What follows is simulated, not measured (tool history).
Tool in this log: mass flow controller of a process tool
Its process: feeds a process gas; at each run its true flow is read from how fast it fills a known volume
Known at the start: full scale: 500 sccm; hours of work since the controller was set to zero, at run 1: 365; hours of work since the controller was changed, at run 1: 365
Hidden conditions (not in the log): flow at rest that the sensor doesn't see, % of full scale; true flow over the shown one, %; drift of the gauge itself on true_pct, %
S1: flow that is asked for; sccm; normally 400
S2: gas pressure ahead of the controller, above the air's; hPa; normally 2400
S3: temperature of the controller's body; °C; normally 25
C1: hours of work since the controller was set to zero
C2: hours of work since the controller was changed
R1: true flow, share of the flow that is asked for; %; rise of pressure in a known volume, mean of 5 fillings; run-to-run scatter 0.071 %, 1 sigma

{"run": 1, "hour": 0.0, "S1": 400, "S2": 2400, "S3": 25, "C1": 365, "C2": 365, "R1": 99.91}
{"run": 2, "hour": 204.8, "S1": 400, "S2": 2400, "S3": 20, "C1": 467, "C2": 467, "R1": 100.17}
{"run": 3, "hour": 314.2, "S1": 400, "S2": 2400, "S3": 24, "C1": 522, "C2": 522, "R1": 100.09}
{"run": 4, "hour": 490.4, "S1": 400, "S2": 2580, "S3": 25, "C1": 609, "C2": 609, "R1": 100.04}
{"run": 5, "hour": 630.3, "S1": 106, "S2": 2580, "S3": 25, "C1": 679, "C2": 679, "R1": 99.36}
{"run": 6, "hour": 765.5, "S1": 106, "S2": 2580, "S3": 25, "C1": 747, "C2": 747, "R1": 99.35}
{"run": 7, "hour": 951.1, "S1": 106, "S2": 2540, "S3": 25, "C1": 839, "C2": 839, "R1": 99.32}
{"run": 8, "hour": 1122.8, "S1": 106, "S2": 2540, "S3": 34, "C1": 925, "C2": 925, "R1": 98.78}
{"run": 9, "hour": 1350.9, "S1": 106, "S2": 2540, "S3": 34, "C1": 1038, "C2": 1038, "R1": 98.87}
{"run": 10, "hour": 1520.1, "S1": 106, "S2": 2540, "S3": 34, "C1": 1123, "C2": 1123, "R1": 98.75}
{"run": 11, "hour": 1646.8, "S1": 106, "S2": 2540, "S3": 34, "C1": 1186, "C2": 1186, "R1": 98.61}
{"run": 12, "hour": 1885.8, "S1": 106, "S2": 2540, "S3": 34, "C1": 1305, "C2": 1305, "R1": 98.53}
{"run": 13, "hour": 2045.1, "S1": 106, "S2": 2540, "S3": 34, "C1": 1385, "C2": 1385, "R1": 98.49}
{"run": 14, "hour": 2177.5, "S1": 400, "S2": 2400, "S3": 25, "C1": 1451, "C2": 1451, "R1": 99.49}
{"run": 15, "hour": 2312.4, "S1": 442, "S2": 2400, "S3": 25, "C1": 1518, "C2": 1518, "R1": 99.47}
{"run": 16, "hour": 2470.1, "S1": 400, "S2": 2400, "S3": 25, "C1": 1597, "C2": 1597, "R1": 99.25}
{"run": 17, "hour": 2698.8, "S1": 400, "S2": 2400, "S3": 25, "C1": 1711, "C2": 1711, "R1": 99.21}
{"run": 18, "hour": 2875.0, "S1": 400, "S2": 2400, "S3": 25, "C1": 1798, "C2": 1798, "R1": 99.15}
{"run": 19, "hour": 3074.8, "S1": 400, "S2": 2400, "S3": 25, "C1": 1898, "C2": 1898, "R1": 98.95}
{"run": 20, "hour": 3303.3, "S1": 400, "S2": 2400, "S3": 40, "C1": 2012, "C2": 2012, "R1": 98.42}
{"run": 21, "hour": 3504.3, "S1": 400, "S2": 2400, "S3": 40, "C1": 2112, "C2": 2112, "R1": 98.34}
{"run": 22, "hour": 3730.9, "S1": 400, "S2": 2400, "S3": 20, "C1": 2225, "C2": 2225, "R1": 99.01}
{"run": 23, "hour": 3861.5, "S1": 54, "S2": 2400, "S3": 33, "C1": 2290, "C2": 2290, "R1": 97.61}
{"run": 24, "hour": 4055.1, "S1": 57, "S2": 2400, "S3": 25, "C1": 2387, "C2": 2387, "R1": 97.98}
{"run": 25, "hour": 4291.0, "S1": 143, "S2": 2010, "S3": 31, "C1": 2505, "C2": 2505, "R1": 97.63}
{"run": 26, "hour": 4509.9, "S1": 68, "S2": 1450, "S3": 28, "C1": 2614, "C2": 2614, "R1": 97.11}
{"run": 27, "hour": 4680.5, "S1": 68, "S2": 1450, "S3": 28, "C1": 2699, "C2": 2699, "R1": 97.13}
{"run": 28, "hour": 4872.1, "S1": 68, "S2": 1450, "S3": 28, "C1": 2794, "C2": 2794, "R1": 97.1}
{"run": 29, "hour": 5003.4, "S1": 86, "S2": 1450, "S3": 25, "C1": 2860, "C2": 2860, "R1": 97.21}
{"run": 30, "hour": 5241.8, "S1": 163, "S2": 1660, "S3": 24, "C1": 2979, "C2": 2979, "R1": 97.4}
{"run": 31, "hour": 5353.7, "S1": 400, "S2": 2050, "S3": 25, "C1": 3034, "C2": 3034, "R1": 98.03}
{"run": 32, "hour": 5461.2, "S1": 400, "S2": 2590, "S3": 22, "C1": 3088, "C2": 3088, "R1": 98.58}
{"run": 33, "hour": 5613.6, "S1": 400, "S2": 2590, "S3": 22, "C1": 3164, "C2": 3164, "R1": 98.47}
{"run": 34, "hour": 5806.3, "S1": 400, "S2": 2590, "S3": 22, "C1": 3260, "C2": 3260, "R1": 98.45}
{"run": 35, "hour": 5966.3, "S1": 82, "S2": 2290, "S3": 27, "C1": 3340, "C2": 3340, "R1": 97.39}
{"run": 36, "hour": 6066.3, "S1": 82, "S2": 2290, "S3": 27, "C1": 3390, "C2": 3390, "R1": 97.37}
{"hour": 6219.9, "done": "gauge calibrated"}
{"run": 37, "hour": 6243.8, "S1": 82, "S2": 2290, "S3": 27, "C1": 3478, "C2": 3478, "R1": 99.35}
{"run": 38, "hour": 6412.8, "S1": 400, "S2": 1720, "S3": 26, "C1": 3563, "C2": 3563, "R1": 99.48}
{"run": 39, "hour": 6588.7, "S1": 132, "S2": 2400, "S3": 29, "C1": 3650, "C2": 3650, "R1": 99.08}
{"run": 40, "hour": 6803.3, "S1": 180, "S2": 1750, "S3": 29, "C1": 3757, "C2": 3757, "R1": 98.85}
{"run": 41, "hour": 6908.9, "S1": 79, "S2": 1900, "S3": 38, "C1": 3810, "C2": 3810, "R1": 98.26}
{"run": 42, "hour": 7101.0, "S1": 79, "S2": 1500, "S3": 21, "C1": 3906, "C2": 3906, "R1": 98.61}

Alternative continuations, all from the tool just after run 42; predict every row:
{"run": "A", "hour": 7331.0, "S1": 51, "S2": 1690, "S3": 33, "C1": 4020, "C2": 4020, "R1": "?"}
{"run": "B", "hour": 7331.0, "S1": 65, "S2": 1500, "S3": 29, "C1": 4020, "C2": 4020, "R1": "?"}
{"run": "C", "hour": 7331.0, "S1": 143, "S2": 2400, "S3": 24, "C1": 4020, "C2": 4020, "R1": "?"}

run=A R1=98.15
run=B R1=98.35
run=C R1=99.27
The same runs, with their run-to-run variation unchanged, on a tool lacking any hidden condition would have given:
run=A R1=98.54
run=B R1=98.74
run=C R1=99.65

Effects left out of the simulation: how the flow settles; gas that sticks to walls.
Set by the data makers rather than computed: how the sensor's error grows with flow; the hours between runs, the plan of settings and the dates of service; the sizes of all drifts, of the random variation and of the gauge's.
